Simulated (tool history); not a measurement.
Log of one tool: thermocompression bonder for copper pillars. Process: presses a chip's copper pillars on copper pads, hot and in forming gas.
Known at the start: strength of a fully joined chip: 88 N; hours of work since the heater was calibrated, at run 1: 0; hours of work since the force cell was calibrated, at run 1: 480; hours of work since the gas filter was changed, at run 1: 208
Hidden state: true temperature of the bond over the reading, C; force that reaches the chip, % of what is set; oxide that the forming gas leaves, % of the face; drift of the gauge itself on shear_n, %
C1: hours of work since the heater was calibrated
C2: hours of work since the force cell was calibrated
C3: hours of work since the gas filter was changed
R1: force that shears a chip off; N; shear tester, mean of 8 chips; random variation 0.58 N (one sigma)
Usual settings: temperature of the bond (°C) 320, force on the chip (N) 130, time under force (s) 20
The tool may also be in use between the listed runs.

Run 1, hour 0.0: usual settings; C1 0; C2 480; C3 208. Result: R1 49.0 N.
Run 2, hour 34.8: usual settings but force on the chip (N) 154; C1 26; C2 506; C3 234. Result: R1 52.3 N.
At hour 57.7: forming gas filter changed.
Run 3, hour 63.2: usual settings but force on the chip (N) 154; C1 47; C2 527; C3 4. Result: R1 58.2 N.
Run 4, hour 118.2: usual settings but time under force (s) 37; C1 88; C2 567; C3 45. Result: R1 62.9 N.
Run 5, hour 160.9: usual settings; C1 119; C2 599; C3 77. Result: R1 51.7 N.
Run 6, hour 210.4: usual settings; C1 156; C2 636; C3 114. Result: R1 51.5 N.
Run 7, hour 258.6: usual settings; C1 192; C2 672; C3 150. Result: R1 50.2 N.
Run 8, hour 301.3: usual settings; C1 224; C2 704; C3 181. Result: R1 49.7 N.
Run 9, hour 347.5: usual settings; C1 258; C2 738; C3 216. Result: R1 49.7 N.
At hour 392.8: forming gas filter changed.
Run 10, hour 394.0: usual settings; C1 292; C2 772; C3 1. Result: R1 53.0 N.
Run 11, hour 439.9: usual settings but temperature of the bond (°C) 327; C1 327; C2 807; C3 35. Result: R1 57.0 N.
Run 12, hour 488.4: usual settings but temperature of the bond (°C) 327; C1 363; C2 843; C3 71. Result: R1 56.2 N.
Run 13, hour 514.8: usual settings but temperature of the bond (°C) 327; C1 382; C2 862; C3 91. Result: R1 54.7 N.
Run 14, hour 549.3: usual settings; C1 408; C2 888; C3 116. Result: R1 51.7 N.
Run 15, hour 579.3: usual settings but temperature of the bond (°C) 332, force on the chip (N) 86; C1 430; C2 910; C3 139. Result: R1 48.4 N.
Run 16, hour 623.7: usual settings but temperature of the bond (°C) 299, force on the chip (N) 166, time under force (s) 49; C1 463; C2 943; C3 172. Result: R1 57.8 N.
Run 17, hour 654.4: usual settings but temperature of the bond (°C) 299, force on the chip (N) 155, time under force (s) 49; C1 486; C2 966; C3 195. Result: R1 55.9 N.
Run 18, hour 695.0: usual settings but temperature of the bond (°C) 299, force on the chip (N) 155, time under force (s) 49; C1 516; C2 996; C3 225. Result: R1 53.1 N.
At hour 729.2: forming gas filter changed.
Run 19, hour 747.4: usual settings but temperature of the bond (°C) 299, force on the chip (N) 155, time under force (s) 49; C1 555; C2 1035; C3 14. Result: R1 59.2 N.
Run 20, hour 787.2: usual settings but time under force (s) 32; C1 585; C2 1065; C3 43. Result: R1 59.8 N.
Run 21, hour 838.3: usual settings but time under force (s) 47; C1 623; C2 1103; C3 81. Result: R1 64.6 N.
Run 22, hour 866.0: usual settings but temperature of the bond (°C) 347, force on the chip (N) 161, time under force (s) 12; C1 643; C2 1123; C3 102. Result: R1 61.3 N.
Run 23, hour 897.9: usual settings but temperature of the bond (°C) 302, force on the chip (N) 106, time under force (s) 49; C1 667; C2 1147; C3 126. Result: R1 50.7 N.
Run 24, hour 929.5: usual settings but time under force (s) 53; C1 691; C2 1170; C3 149. Result: R1 63.9 N.
At hour 984.5: force cell calibrated.
Run 25, hour 984.8: usual settings but time under force (s) 53; C1 731; C2 0; C3 189. Result: R1 62.4 N.
Run 26, hour 1032.5: usual settings but time under force (s) 53; C1 766; C2 36; C3 225. Result: R1 60.4 N.
At hour 1066.9: forming gas filter changed.
Run 27, hour 1089.3: usual settings but temperature of the bond (°C) 335, force on the chip (N) 92, time under force (s) 21; C1 808; C2 78; C3 17. Result: R1 52.8 N.

Forecast each of these 5 alternatives for the next run:
Run A, hour 1129.8: usual settings but temperature of the bond (°C) 348, force on the chip (N) 83, time under force (s) 21; C1 838; C2 108; C3 47. Result: R1 ?.
Run B, hour 1129.8: usual settings but temperature of the bond (°C) 293, force on the chip (N) 122, time under force (s) 10; C1 838; C2 108; C3 47. Result: R1 ?.
Run C, hour 1129.8: usual settings but temperature of the bond (°C) 321, force on the chip (N) 122, time under force (s) 55; C1 838; C2 108; C3 47. Result: R1 ?.
Run D, hour 1129.8: usual settings but temperature of the bond (°C) 306, force on the chip (N) 106, time under force (s) 10; C1 838; C2 108; C3 47. Result: R1 ?.
Run E, hour 1129.8: usual settings but time under force (s) 10; C1 838; C2 108; C3 47. Result: R1 ?.

run    R1
  A  57.3
  B  25.6
  C  66.2
  D  31.0
  E  40.1
Without the tool's hidden state the same runs would have given:
run    R1
  A  60.5
  B  27.9
  C  69.6
  D  33.5
  E  43.0

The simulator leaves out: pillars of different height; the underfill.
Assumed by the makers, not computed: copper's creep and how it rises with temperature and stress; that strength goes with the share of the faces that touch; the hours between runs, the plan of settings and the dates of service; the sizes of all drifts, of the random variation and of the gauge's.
